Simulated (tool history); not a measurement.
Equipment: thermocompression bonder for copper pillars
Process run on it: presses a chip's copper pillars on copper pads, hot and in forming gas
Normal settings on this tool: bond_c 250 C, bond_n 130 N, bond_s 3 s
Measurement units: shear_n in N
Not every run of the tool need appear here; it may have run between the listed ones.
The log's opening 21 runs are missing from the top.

run	hour	bond_c	bond_n	bond_s	shear_n
22	295.8	221	143	2	33.4
23	317.0	276	142	6	104.9
24	333.0	253	183	8	101.2
25	342.2	253	183	8	102.1
26	363.5	225	151	3	43.0
27	373.8	248	142	3	63.3
28	390.4	227	141	2	37.0
29	402.6	247	141	3	61.6
30	416.1	268	105	3	71.3
31	427.2	230	87	3	34.0
32	445.5	250	130	2	52.9
33	466.9	250	130	2	53.9
34	486.2	272	104	2	63.2
# hour 497.6: heater calibrated with a thermocouple chip
35	498.7	262	149	4	70.3
36	509.5	271	85	5	63.5
37	525.8	228	86	5	29.9
38	546.4	222	166	3	33.6
39	562.0	248	107	4	45.6

Below are 3 alternative next runs, each starting from the tool's condition after run 39. Predict each:
A	575.8	221	86	2	?
B	575.8	250	177	3	?
C	575.8	248	187	4	?

run	shear_n
A	16.2
B	58.7
C	64.9
Take away the tool's hidden state, keep each run's random variation, and the runs would have read:
run	shear_n
A	17.2
B	61.9
C	68.4

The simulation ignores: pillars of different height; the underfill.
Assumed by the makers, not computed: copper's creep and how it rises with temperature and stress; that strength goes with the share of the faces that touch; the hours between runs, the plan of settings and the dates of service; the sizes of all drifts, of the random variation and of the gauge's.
